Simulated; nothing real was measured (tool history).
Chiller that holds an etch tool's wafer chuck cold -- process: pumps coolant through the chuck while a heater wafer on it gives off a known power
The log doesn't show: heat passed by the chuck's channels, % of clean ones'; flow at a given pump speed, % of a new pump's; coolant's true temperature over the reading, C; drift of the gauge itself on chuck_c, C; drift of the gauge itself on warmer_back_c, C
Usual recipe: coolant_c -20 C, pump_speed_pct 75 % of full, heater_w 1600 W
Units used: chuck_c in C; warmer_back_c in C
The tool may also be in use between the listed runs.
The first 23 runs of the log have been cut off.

run,day,coolant_c,pump_speed_pct,heater_w,hours since the coolant was changed and the channels were flushed,hours since the pump was overhauled,hours since the chiller's thermometer was calibrated,chuck_c,warmer_back_c
24,50.496,-20,62,1011,4894,3830,1760,-5.7,4.38
25,52.554,-20,62,1011,4944,3879,1809,-5.8,4.39
26,55.129,-15,62,1145,5005,3941,1871,1.2,5.01
27,56.408,-15,62,1145,5036,3972,1901,1.1,5.02
28,58.100,-13,75,1273,5077,4013,1942,2.6,4.50
29,61.117,-23,75,1273,5149,4085,2014,-7.3,4.52
30,62.821,-23,63,1930,5190,4126,2055,3.8,8.47
31,64.896,-20,75,1416,5240,4176,2105,-2.5,5.02
32,66.333,-29,100,1416,5274,4210,2140,-14.7,3.66

Predict each of these 4 candidate next runs independently; none follows another, all start after run 32:
A,68.054,-29,60,938,5316,4251,2181,?,?
B,68.054,-20,66,2356,5316,4251,2181,?,?
C,68.054,-20,84,1600,5316,4251,2181,?,?
D,68.054,-29,100,871,5316,4251,2181,?,?

run,chuck_c,warmer_back_c
A,-15.7,4.14
B,11.7,9.86
C,-1.9,5.02
D,-20.1,2.07
Without the tool's hidden state the same runs would have given:
run,chuck_c,warmer_back_c
A,-15.7,4.48
B,11.6,10.20
C,-1.9,5.37
D,-20.1,2.42
